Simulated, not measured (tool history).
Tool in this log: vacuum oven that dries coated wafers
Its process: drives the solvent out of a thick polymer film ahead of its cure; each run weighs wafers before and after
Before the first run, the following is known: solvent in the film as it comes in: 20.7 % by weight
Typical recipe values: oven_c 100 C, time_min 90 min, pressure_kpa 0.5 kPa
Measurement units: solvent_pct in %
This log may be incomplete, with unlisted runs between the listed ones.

| run | hour | oven_c | time_min | pressure_kpa | solvent_pct |
|---|---|---|---|---|---|
| 1 | 0 | 100 | 90 | 0.5 | 2.08 |
| 2 | 70.7 | 100 | 90 | 0.5 | 2.19 |
|  | 144.6 | vacuum gauge cleaned of residue and calibrated |
| 3 | 168.2 | 104 | 90 | 0.5 | 1.45 |
| 4 | 257.8 | 104 | 90 | 0.5 | 1.39 |
| 5 | 354.6 | 104 | 90 | 0.5 | 1.43 |
| 6 | 399.1 | 104 | 90 | 0.5 | 1.46 |
| 7 | 463.6 | 104 | 90 | 0.5 | 1.48 |
| 8 | 525.8 | 104 | 90 | 0.5 | 1.53 |
| 9 | 588.6 | 104 | 90 | 0.5 | 1.46 |
| 10 | 678.5 | 104 | 90 | 0.5 | 1.5 |
| 11 | 775 | 104 | 90 | 0.5 | 1.52 |
| 12 | 838.6 | 100 | 90 | 0.5 | 2.24 |
| 13 | 891.4 | 100 | 90 | 0.5 | 2.2 |
| 14 | 941.8 | 100 | 90 | 0.5 | 2.26 |
| 15 | 999.1 | 100 | 90 | 0.5 | 2.25 |
| 16 | 1097.8 | 89 | 90 | 0.5 | 5.12 |
| 17 | 1155.5 | 100 | 52 | 0.5 | 5.18 |
|  | 1166.8 | oven's thermocouples calibrated |
| 18 | 1258 | 100 | 90 | 0.82 | 2.47 |
| 19 | 1354.3 | 100 | 90 | 0.82 | 2.59 |
| 20 | 1428.9 | 100 | 90 | 1.274 | 2.73 |
|  | 1461.2 | oven's thermocouples calibrated, once more |
| 21 | 1483 | 100 | 90 | 1.274 | 2.35 |
| 22 | 1537.8 | 100 | 90 | 1.274 | 2.3 |
| 23 | 1633 | 89 | 90 | 1.868 | 5.46 |
| 24 | 1733.9 | 99 | 90 | 0.664 | 2.34 |
| 25 | 1817.5 | 99 | 90 | 0.664 | 2.38 |
| 26 | 1904.4 | 99 | 90 | 0.459 | 2.31 |
| 27 | 1970.2 | 90 | 129 | 0.321 | 2.76 |
| 28 | 2018.7 | 100 | 90 | 0.273 | 2.13 |
| 29 | 2080.4 | 94 | 90 | 1.343 | 3.94 |
| 30 | 2138.9 | 94 | 90 | 1.343 | 3.9 |
| 31 | 2202.8 | 94 | 90 | 1.343 | 3.87 |
| 32 | 2261.7 | 94 | 90 | 1.343 | 3.9 |
| 33 | 2361.6 | 113 | 90 | 1.207 | 0.76 |
| 34 | 2428.8 | 101 | 54 | 0.593 | 4.74 |
| 35 | 2481.6 | 101 | 54 | 0.593 | 4.68 |
| 36 | 2564.3 | 101 | 49 | 0.316 | 5.3 |
|  | 2633.7 | vacuum gauge cleaned of residue and calibrated |
| 37 | 2663.2 | 92 | 156 | 0.528 | 1.53 |
| 38 | 2726.4 | 92 | 156 | 0.528 | 1.69 |
| 39 | 2789.7 | 111 | 82 | 1.98 | 1.22 |
| 40 | 2859.4 | 111 | 82 | 1.98 | 1.31 |
| 41 | 2960.1 | 111 | 90 | 0.895 | 0.86 |

For each run, the measured value with the value that run would have given without the tool's hidden condition subtracted. The run-to-run variation is shared by both, the gauge scatter possibly not:
The tool's hidden condition here consists of: true wafer temperature over the reading, C; true pressure over the reading, kPa; drift of the gauge itself on solvent_pct, %.
| run | solvent_pct |
|---|---|
| 1 | +0.09 |
| 2 | +0.11 |
| 3 | +0.02 |
| 4 | +0.04 |
| 5 | +0.06 |
| 6 | +0.07 |
| 7 | +0.07 |
| 8 | +0.09 |
| 9 | +0.1 |
| 10 | +0.11 |
| 11 | +0.14 |
| 12 | +0.19 |
| 13 | +0.2 |
| 14 | +0.21 |
| 15 | +0.23 |
| 16 | +0.37 |
| 17 | +0.35 |
| 18 | +0.41 |
| 19 | +0.43 |
| 20 | +0.47 |
| 21 | +0.06 |
| 22 | +0.06 |
| 23 | +0.12 |
| 24 | +0.12 |
| 25 | +0.14 |
| 26 | +0.16 |
| 27 | +0.23 |
| 28 | +0.18 |
| 29 | +0.26 |
| 30 | +0.27 |
| 31 | +0.29 |
| 32 | +0.31 |
| 33 | +0.12 |
| 34 | +0.35 |
| 35 | +0.35 |
| 36 | +0.38 |
| 37 | +0.21 |
| 38 | +0.23 |
| 39 | +0.16 |
| 40 | +0.17 |
| 41 | +0.14 |
